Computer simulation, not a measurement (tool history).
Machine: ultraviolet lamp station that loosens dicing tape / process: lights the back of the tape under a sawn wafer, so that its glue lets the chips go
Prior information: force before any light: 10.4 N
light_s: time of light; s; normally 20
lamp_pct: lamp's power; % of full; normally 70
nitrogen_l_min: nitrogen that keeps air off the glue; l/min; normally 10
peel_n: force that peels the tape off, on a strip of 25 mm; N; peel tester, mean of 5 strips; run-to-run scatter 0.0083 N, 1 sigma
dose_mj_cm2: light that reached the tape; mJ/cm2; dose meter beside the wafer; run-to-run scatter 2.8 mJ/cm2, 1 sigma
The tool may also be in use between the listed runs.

{"run": 1, "hour": 0.0, "light_s": 20, "lamp_pct": 70, "nitrogen_l_min": 10, "peel_n": 0.735, "dose_mj_cm2": 286}
{"hour": 19.9, "done": "window cleaned of glue's vapour"}
{"run": 2, "hour": 72.0, "light_s": 20, "lamp_pct": 70, "nitrogen_l_min": 10, "peel_n": 0.547, "dose_mj_cm2": 316}
{"run": 3, "hour": 135.4, "light_s": 20, "lamp_pct": 70, "nitrogen_l_min": 10, "peel_n": 0.572, "dose_mj_cm2": 311}
{"run": 4, "hour": 192.7, "light_s": 20, "lamp_pct": 70, "nitrogen_l_min": 5, "peel_n": 0.936, "dose_mj_cm2": 305}
{"run": 5, "hour": 245.3, "light_s": 20, "lamp_pct": 70, "nitrogen_l_min": 5, "peel_n": 1.026, "dose_mj_cm2": 309}
{"run": 6, "hour": 341.6, "light_s": 20, "lamp_pct": 70, "nitrogen_l_min": 5, "peel_n": 1.028, "dose_mj_cm2": 299}
{"run": 7, "hour": 416.8, "light_s": 20, "lamp_pct": 70, "nitrogen_l_min": 10, "peel_n": 0.682, "dose_mj_cm2": 291}
{"run": 8, "hour": 511.4, "light_s": 20, "lamp_pct": 70, "nitrogen_l_min": 10, "peel_n": 0.732, "dose_mj_cm2": 287}
{"run": 9, "hour": 598.6, "light_s": 34, "lamp_pct": 70, "nitrogen_l_min": 10, "peel_n": 0.174, "dose_mj_cm2": 474}
{"run": 10, "hour": 687.5, "light_s": 20, "lamp_pct": 70, "nitrogen_l_min": 10, "peel_n": 0.806, "dose_mj_cm2": 270}
{"run": 11, "hour": 765.2, "light_s": 20, "lamp_pct": 70, "nitrogen_l_min": 10, "peel_n": 0.85, "dose_mj_cm2": 270}
{"run": 12, "hour": 812.6, "light_s": 10, "lamp_pct": 70, "nitrogen_l_min": 10, "peel_n": 2.976, "dose_mj_cm2": 136}
{"run": 13, "hour": 855.6, "light_s": 10, "lamp_pct": 70, "nitrogen_l_min": 10, "peel_n": 3.111, "dose_mj_cm2": 133}
{"run": 14, "hour": 916.6, "light_s": 10, "lamp_pct": 70, "nitrogen_l_min": 10, "peel_n": 3.094, "dose_mj_cm2": 130}
{"run": 15, "hour": 1008.3, "light_s": 20, "lamp_pct": 70, "nitrogen_l_min": 4, "peel_n": 1.674, "dose_mj_cm2": 253}
{"run": 16, "hour": 1073.5, "light_s": 20, "lamp_pct": 70, "nitrogen_l_min": 4, "peel_n": 1.716, "dose_mj_cm2": 244}
{"run": 17, "hour": 1141.0, "light_s": 20, "lamp_pct": 66, "nitrogen_l_min": 15, "peel_n": 0.981, "dose_mj_cm2": 232}
{"run": 18, "hour": 1198.1, "light_s": 19, "lamp_pct": 66, "nitrogen_l_min": 5, "peel_n": 1.879, "dose_mj_cm2": 214}
{"hour": 1203.8, "done": "lamp changed"}
{"hour": 1220.8, "done": "window cleaned of glue's vapour"}
{"run": 19, "hour": 1297.2, "light_s": 20, "lamp_pct": 67, "nitrogen_l_min": 10, "peel_n": 0.418, "dose_mj_cm2": 354}
{"run": 20, "hour": 1344.9, "light_s": 20, "lamp_pct": 67, "nitrogen_l_min": 10, "peel_n": 0.429, "dose_mj_cm2": 351}
{"run": 21, "hour": 1402.4, "light_s": 13, "lamp_pct": 71, "nitrogen_l_min": 10, "peel_n": 1.066, "dose_mj_cm2": 240}
{"run": 22, "hour": 1492.3, "light_s": 13, "lamp_pct": 95, "nitrogen_l_min": 6, "peel_n": 0.816, "dose_mj_cm2": 314}
{"run": 23, "hour": 1578.0, "light_s": 24, "lamp_pct": 88, "nitrogen_l_min": 7, "peel_n": 0.181, "dose_mj_cm2": 528}
{"run": 24, "hour": 1631.3, "light_s": 24, "lamp_pct": 88, "nitrogen_l_min": 7, "peel_n": 0.183, "dose_mj_cm2": 523}
{"run": 25, "hour": 1681.3, "light_s": 13, "lamp_pct": 88, "nitrogen_l_min": 4, "peel_n": 1.361, "dose_mj_cm2": 277}
{"run": 26, "hour": 1742.2, "light_s": 13, "lamp_pct": 88, "nitrogen_l_min": 4, "peel_n": 1.432, "dose_mj_cm2": 276}
{"run": 27, "hour": 1799.9, "light_s": 13, "lamp_pct": 88, "nitrogen_l_min": 4, "peel_n": 1.462, "dose_mj_cm2": 272}
{"run": 28, "hour": 1868.0, "light_s": 29, "lamp_pct": 81, "nitrogen_l_min": 10, "peel_n": 0.12, "dose_mj_cm2": 557}
{"run": 29, "hour": 1918.6, "light_s": 29, "lamp_pct": 81, "nitrogen_l_min": 10, "peel_n": 0.123, "dose_mj_cm2": 545}

4 ways to go on from here, each from the tool as it stands after run 29. What would each give?
{"run": "A", "hour": 2017.0, "light_s": 29, "lamp_pct": 74, "nitrogen_l_min": 13, "peel_n": "?", "dose_mj_cm2": "?"}
{"run": "B", "hour": 2017.0, "light_s": 13, "lamp_pct": 70, "nitrogen_l_min": 10, "peel_n": "?", "dose_mj_cm2": "?"}
{"run": "C", "hour": 2017.0, "light_s": 13, "lamp_pct": 64, "nitrogen_l_min": 10, "peel_n": "?", "dose_mj_cm2": "?"}
{"run": "D", "hour": 2017.0, "light_s": 26, "lamp_pct": 63, "nitrogen_l_min": 18, "peel_n": "?", "dose_mj_cm2": "?"}

run=A peel_n=0.147 dose_mj_cm2=481
run=B peel_n=1.556 dose_mj_cm2=206
run=C peel_n=1.778 dose_mj_cm2=191
run=D peel_n=0.247 dose_mj_cm2=373
With the hidden condition removed and each run's random variation left untouched, the same runs would have given:
run=A peel_n=0.101 dose_mj_cm2=581
run=B peel_n=1.054 dose_mj_cm2=248
run=C peel_n=1.245 dose_mj_cm2=230
run=D peel_n=0.147 dose_mj_cm2=450

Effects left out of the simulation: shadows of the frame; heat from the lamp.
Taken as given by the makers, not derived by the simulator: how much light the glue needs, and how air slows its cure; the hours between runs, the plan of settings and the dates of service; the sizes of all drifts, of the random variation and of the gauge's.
